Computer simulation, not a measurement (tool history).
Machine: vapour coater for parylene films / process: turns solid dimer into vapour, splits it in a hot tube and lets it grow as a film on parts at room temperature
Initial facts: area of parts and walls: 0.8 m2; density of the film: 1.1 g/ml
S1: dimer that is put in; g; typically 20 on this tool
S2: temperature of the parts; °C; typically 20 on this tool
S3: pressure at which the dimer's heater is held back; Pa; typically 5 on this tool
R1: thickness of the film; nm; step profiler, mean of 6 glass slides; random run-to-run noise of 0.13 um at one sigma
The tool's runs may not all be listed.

{"run": 1, "day": 0.0, "S1": 20, "S2": 20, "S3": 5, "R1": 16240}
{"run": 2, "day": 2.938, "S1": 20, "S2": 20, "S3": 5, "R1": 16020}
{"run": 3, "day": 5.862, "S1": 20, "S2": 21, "S3": 5, "R1": 15430}
{"run": 4, "day": 7.312, "S1": 20, "S2": 17, "S3": 5, "R1": 16360}
{"run": 5, "day": 9.929, "S1": 20, "S2": 17, "S3": 5, "R1": 16220}
{"run": 6, "day": 12.65, "S1": 20, "S2": 17, "S3": 5, "R1": 16240}
{"run": 7, "day": 14.596, "S1": 20, "S2": 17, "S3": 5, "R1": 15720}
{"day": 15.671, "done": "table's thermometer calibrated"}
{"day": 16.05, "done": "trap's valve overhauled"}
{"run": 8, "day": 16.688, "S1": 20, "S2": 17, "S3": 5, "R1": 16660}
{"run": 9, "day": 18.679, "S1": 20, "S2": 17, "S3": 5, "R1": 16710}
{"run": 10, "day": 21.879, "S1": 26, "S2": 17, "S3": 5, "R1": 21140}
{"run": 11, "day": 23.271, "S1": 26, "S2": 17, "S3": 5, "R1": 21210}
{"run": 12, "day": 26.425, "S1": 26, "S2": 17, "S3": 5, "R1": 20500}
{"run": 13, "day": 29.038, "S1": 26, "S2": 17, "S3": 5, "R1": 20280}
{"run": 14, "day": 31.112, "S1": 14, "S2": 20, "S3": 5, "R1": 10330}
{"run": 15, "day": 34.233, "S1": 14, "S2": 20, "S3": 5, "R1": 10080}
{"day": 35.133, "done": "trap's valve overhauled"}
{"run": 16, "day": 37.358, "S1": 14, "S2": 20, "S3": 5, "R1": 11250}
{"run": 17, "day": 39.525, "S1": 14, "S2": 20, "S3": 5, "R1": 11200}
{"run": 18, "day": 40.917, "S1": 14, "S2": 20, "S3": 5, "R1": 10920}
{"run": 19, "day": 43.838, "S1": 14, "S2": 20, "S3": 5, "R1": 10820}
{"run": 20, "day": 46.404, "S1": 20, "S2": 20, "S3": 5, "R1": 15020}
{"run": 21, "day": 48.662, "S1": 20, "S2": 20, "S3": 5, "R1": 14910}
{"run": 22, "day": 51.875, "S1": 20, "S2": 20, "S3": 5, "R1": 14450}
{"day": 54.046, "done": "trap's valve overhauled"}
{"run": 23, "day": 55.317, "S1": 20, "S2": 20, "S3": 5, "R1": 15950}
{"run": 24, "day": 58.242, "S1": 20, "S2": 20, "S3": 5, "R1": 15730}
{"run": 25, "day": 61.008, "S1": 20, "S2": 20, "S3": 5, "R1": 15480}
{"run": 26, "day": 62.6, "S1": 19, "S2": 23, "S3": 2.12, "R1": 16100}
{"run": 27, "day": 65.529, "S1": 15, "S2": 29, "S3": 7.97, "R1": 9070}
{"run": 28, "day": 67.312, "S1": 20, "S2": 13, "S3": 5, "R1": 16950}
{"run": 29, "day": 69.075, "S1": 20, "S2": 13, "S3": 5, "R1": 16740}
{"run": 30, "day": 71.912, "S1": 20, "S2": 13, "S3": 5, "R1": 16450}
{"day": 72.971, "done": "trap's valve overhauled"}
{"run": 31, "day": 73.738, "S1": 20, "S2": 13, "S3": 5, "R1": 18400}
{"run": 32, "day": 76.696, "S1": 20, "S2": 13, "S3": 5, "R1": 18130}
{"run": 33, "day": 78.546, "S1": 20, "S2": 17, "S3": 11.95, "R1": 14570}
{"run": 34, "day": 80.721, "S1": 23, "S2": 18, "S3": 11.69, "R1": 16560}
{"run": 35, "day": 83.983, "S1": 23, "S2": 18, "S3": 5.5, "R1": 18090}
{"run": 36, "day": 86.271, "S1": 23, "S2": 18, "S3": 5.5, "R1": 17780}
{"run": 37, "day": 87.617, "S1": 23, "S2": 18, "S3": 5.5, "R1": 17570}
{"run": 38, "day": 88.988, "S1": 33, "S2": 21, "S3": 6.2, "R1": 22980}
{"run": 39, "day": 90.821, "S1": 33, "S2": 21, "S3": 6.2, "R1": 22740}
{"day": 91.929, "done": "trap's valve overhauled"}
{"run": 40, "day": 94.225, "S1": 22, "S2": 20, "S3": 9.58, "R1": 16210}
{"run": 41, "day": 96.1, "S1": 22, "S2": 30, "S3": 8.67, "R1": 13580}
{"run": 42, "day": 97.488, "S1": 17, "S2": 20, "S3": 11.38, "R1": 11920}

Run 43, settings as shown, results not yet in. Your forecast:
{"run": 43, "day": 99.954, "S1": 24, "S2": 13, "S3": 5, "R1": "?"}

{"run 43": {"R1": 21160}}
Minus the tool's unlogged condition, the same run would have read R1 21870 nm.
